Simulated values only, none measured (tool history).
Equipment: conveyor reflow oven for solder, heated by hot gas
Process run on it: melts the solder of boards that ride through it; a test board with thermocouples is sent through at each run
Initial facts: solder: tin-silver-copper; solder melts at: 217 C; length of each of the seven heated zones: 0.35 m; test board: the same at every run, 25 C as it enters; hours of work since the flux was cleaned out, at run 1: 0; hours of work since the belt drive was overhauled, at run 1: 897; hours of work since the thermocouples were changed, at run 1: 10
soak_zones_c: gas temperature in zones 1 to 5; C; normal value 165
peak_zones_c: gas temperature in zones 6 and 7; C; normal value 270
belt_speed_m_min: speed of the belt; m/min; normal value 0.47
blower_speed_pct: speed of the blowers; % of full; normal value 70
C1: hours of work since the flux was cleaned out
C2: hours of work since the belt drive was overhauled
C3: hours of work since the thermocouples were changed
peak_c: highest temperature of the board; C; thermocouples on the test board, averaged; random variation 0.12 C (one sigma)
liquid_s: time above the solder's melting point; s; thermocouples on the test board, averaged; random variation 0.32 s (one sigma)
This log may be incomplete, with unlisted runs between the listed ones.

{"run": 1, "hour": 0.0, "soak_zones_c": 165, "peak_zones_c": 270, "belt_speed_m_min": 0.47, "blower_speed_pct": 70, "C1": 0, "C2": 897, "C3": 10, "peak_c": 258.1, "liquid_s": 71.3}
{"run": 2, "hour": 25.0, "soak_zones_c": 165, "peak_zones_c": 270, "belt_speed_m_min": 0.47, "blower_speed_pct": 70, "C1": 19, "C2": 916, "C3": 29, "peak_c": 257.7, "liquid_s": 71}
{"run": 3, "hour": 58.7, "soak_zones_c": 169, "peak_zones_c": 270, "belt_speed_m_min": 0.47, "blower_speed_pct": 70, "C1": 44, "C2": 941, "C3": 54, "peak_c": 258.5, "liquid_s": 72.8}
{"run": 4, "hour": 77.5, "soak_zones_c": 165, "peak_zones_c": 270, "belt_speed_m_min": 0.442, "blower_speed_pct": 70, "C1": 58, "C2": 955, "C3": 68, "peak_c": 259.6, "liquid_s": 76.8}
{"run": 5, "hour": 98.9, "soak_zones_c": 165, "peak_zones_c": 270, "belt_speed_m_min": 0.442, "blower_speed_pct": 58, "C1": 74, "C2": 971, "C3": 84, "peak_c": 256.3, "liquid_s": 74.6}
{"run": 6, "hour": 125.9, "soak_zones_c": 165, "peak_zones_c": 270, "belt_speed_m_min": 0.47, "blower_speed_pct": 70, "C1": 94, "C2": 991, "C3": 104, "peak_c": 257.6, "liquid_s": 71.3}
{"run": 7, "hour": 143.0, "soak_zones_c": 165, "peak_zones_c": 270, "belt_speed_m_min": 0.47, "blower_speed_pct": 70, "C1": 107, "C2": 1004, "C3": 117, "peak_c": 257.6, "liquid_s": 71.3}
{"run": 8, "hour": 171.4, "soak_zones_c": 165, "peak_zones_c": 270, "belt_speed_m_min": 0.469, "blower_speed_pct": 70, "C1": 128, "C2": 1025, "C3": 138, "peak_c": 257.6, "liquid_s": 71.3}
{"run": 9, "hour": 204.7, "soak_zones_c": 165, "peak_zones_c": 270, "belt_speed_m_min": 0.469, "blower_speed_pct": 70, "C1": 153, "C2": 1050, "C3": 163, "peak_c": 257.4, "liquid_s": 71.5}
{"hour": 219.5, "done": "flux residue cleaned out of gas plates and filters"}
{"run": 10, "hour": 226.6, "soak_zones_c": 165, "peak_zones_c": 270, "belt_speed_m_min": 0.469, "blower_speed_pct": 70, "C1": 5, "C2": 1063, "C3": 176, "peak_c": 258.5, "liquid_s": 72.1}
{"run": 11, "hour": 251.2, "soak_zones_c": 165, "peak_zones_c": 270, "belt_speed_m_min": 0.469, "blower_speed_pct": 70, "C1": 24, "C2": 1081, "C3": 194, "peak_c": 258.6, "liquid_s": 72.9}
{"run": 12, "hour": 288.6, "soak_zones_c": 165, "peak_zones_c": 270, "belt_speed_m_min": 0.469, "blower_speed_pct": 70, "C1": 52, "C2": 1109, "C3": 222, "peak_c": 258.4, "liquid_s": 72.1}
{"run": 13, "hour": 325.3, "soak_zones_c": 165, "peak_zones_c": 270, "belt_speed_m_min": 0.469, "blower_speed_pct": 70, "C1": 79, "C2": 1137, "C3": 250, "peak_c": 258.4, "liquid_s": 71.8}
{"run": 14, "hour": 357.4, "soak_zones_c": 165, "peak_zones_c": 270, "belt_speed_m_min": 0.469, "blower_speed_pct": 70, "C1": 103, "C2": 1161, "C3": 274, "peak_c": 258.2, "liquid_s": 72.5}
{"run": 15, "hour": 389.6, "soak_zones_c": 165, "peak_zones_c": 283, "belt_speed_m_min": 0.47, "blower_speed_pct": 70, "C1": 127, "C2": 1185, "C3": 298, "peak_c": 270.1, "liquid_s": 78.8}
{"run": 16, "hour": 427.5, "soak_zones_c": 165, "peak_zones_c": 283, "belt_speed_m_min": 0.47, "blower_speed_pct": 70, "C1": 156, "C2": 1213, "C3": 326, "peak_c": 270.2, "liquid_s": 79.1}
{"hour": 440.4, "done": "flux residue cleaned out of gas plates and filters"}
{"run": 17, "hour": 464.6, "soak_zones_c": 153, "peak_zones_c": 264, "belt_speed_m_min": 0.511, "blower_speed_pct": 70, "C1": 18, "C2": 1237, "C3": 350, "peak_c": 249.3, "liquid_s": 55.3}
{"run": 18, "hour": 500.8, "soak_zones_c": 165, "peak_zones_c": 276, "belt_speed_m_min": 0.445, "blower_speed_pct": 68, "C1": 45, "C2": 1264, "C3": 377, "peak_c": 265.3, "liquid_s": 81}
{"run": 19, "hour": 526.8, "soak_zones_c": 165, "peak_zones_c": 276, "belt_speed_m_min": 0.445, "blower_speed_pct": 68, "C1": 65, "C2": 1284, "C3": 397, "peak_c": 265.4, "liquid_s": 81.1}
{"run": 20, "hour": 551.1, "soak_zones_c": 165, "peak_zones_c": 276, "belt_speed_m_min": 0.445, "blower_speed_pct": 68, "C1": 83, "C2": 1302, "C3": 415, "peak_c": 265.3, "liquid_s": 81.2}
{"run": 21, "hour": 575.4, "soak_zones_c": 165, "peak_zones_c": 285, "belt_speed_m_min": 0.482, "blower_speed_pct": 56, "C1": 101, "C2": 1320, "C3": 433, "peak_c": 267.3, "liquid_s": 75.2}
{"run": 22, "hour": 607.3, "soak_zones_c": 165, "peak_zones_c": 285, "belt_speed_m_min": 0.482, "blower_speed_pct": 56, "C1": 125, "C2": 1344, "C3": 457, "peak_c": 266.9, "liquid_s": 75}
{"run": 23, "hour": 635.0, "soak_zones_c": 165, "peak_zones_c": 274, "belt_speed_m_min": 0.465, "blower_speed_pct": 70, "C1": 146, "C2": 1365, "C3": 478, "peak_c": 262.4, "liquid_s": 76.1}
{"hour": 658.8, "done": "flux residue cleaned out of gas plates and filters"}
{"run": 24, "hour": 664.5, "soak_zones_c": 163, "peak_zones_c": 270, "belt_speed_m_min": 0.47, "blower_speed_pct": 70, "C1": 4, "C2": 1383, "C3": 496, "peak_c": 259.4, "liquid_s": 72.3}
{"run": 25, "hour": 698.4, "soak_zones_c": 171, "peak_zones_c": 270, "belt_speed_m_min": 0.523, "blower_speed_pct": 81, "C1": 30, "C2": 1409, "C3": 521, "peak_c": 259.8, "liquid_s": 67.8}
{"run": 26, "hour": 723.7, "soak_zones_c": 171, "peak_zones_c": 270, "belt_speed_m_min": 0.523, "blower_speed_pct": 81, "C1": 49, "C2": 1428, "C3": 540, "peak_c": 259.7, "liquid_s": 68.1}
{"run": 27, "hour": 743.2, "soak_zones_c": 171, "peak_zones_c": 270, "belt_speed_m_min": 0.523, "blower_speed_pct": 81, "C1": 63, "C2": 1442, "C3": 555, "peak_c": 259.8, "liquid_s": 67.9}
{"run": 28, "hour": 772.6, "soak_zones_c": 171, "peak_zones_c": 270, "belt_speed_m_min": 0.523, "blower_speed_pct": 81, "C1": 85, "C2": 1464, "C3": 577, "peak_c": 259.6, "liquid_s": 68.4}
{"run": 29, "hour": 808.4, "soak_zones_c": 171, "peak_zones_c": 270, "belt_speed_m_min": 0.523, "blower_speed_pct": 81, "C1": 112, "C2": 1491, "C3": 604, "peak_c": 259.5, "liquid_s": 68.2}

Forecast each of these 4 alternatives for the next run:
{"hour": 829.6, "done": "thermocouples of zones 6 and 7 changed"}
{"run": "A", "hour": 831.0, "soak_zones_c": 165, "peak_zones_c": 270, "belt_speed_m_min": 0.47, "blower_speed_pct": 52, "C1": 127, "C2": 1506, "C3": 1, "peak_c": "?", "liquid_s": "?"}
{"hour": 829.6, "done": "thermocouples of zones 6 and 7 changed"}
{"run": "B", "hour": 831.0, "soak_zones_c": 156, "peak_zones_c": 271, "belt_speed_m_min": 0.498, "blower_speed_pct": 70, "C1": 127, "C2": 1506, "C3": 1, "peak_c": "?", "liquid_s": "?"}
{"hour": 829.6, "done": "thermocouples of zones 6 and 7 changed"}
{"run": "C", "hour": 831.0, "soak_zones_c": 171, "peak_zones_c": 283, "belt_speed_m_min": 0.404, "blower_speed_pct": 63, "C1": 127, "C2": 1506, "C3": 1, "peak_c": "?", "liquid_s": "?"}
{"hour": 829.6, "done": "thermocouples of zones 6 and 7 changed"}
{"run": "D", "hour": 831.0, "soak_zones_c": 171, "peak_zones_c": 279, "belt_speed_m_min": 0.461, "blower_speed_pct": 81, "C1": 127, "C2": 1506, "C3": 1, "peak_c": "?", "liquid_s": "?"}

run=A peak_c=252.1 liquid_s=66.6
run=B peak_c=255.7 liquid_s=63.3
run=C peak_c=273.2 liquid_s=97.5
run=D peak_c=269.5 liquid_s=83.9
With the hidden condition removed and each run's random variation left untouched, the same runs would have given:
run=A peak_c=251.4 liquid_s=62.8
run=B peak_c=255.4 liquid_s=60.1
run=C peak_c=272.8 liquid_s=92.9
run=D peak_c=269.4 liquid_s=80.1
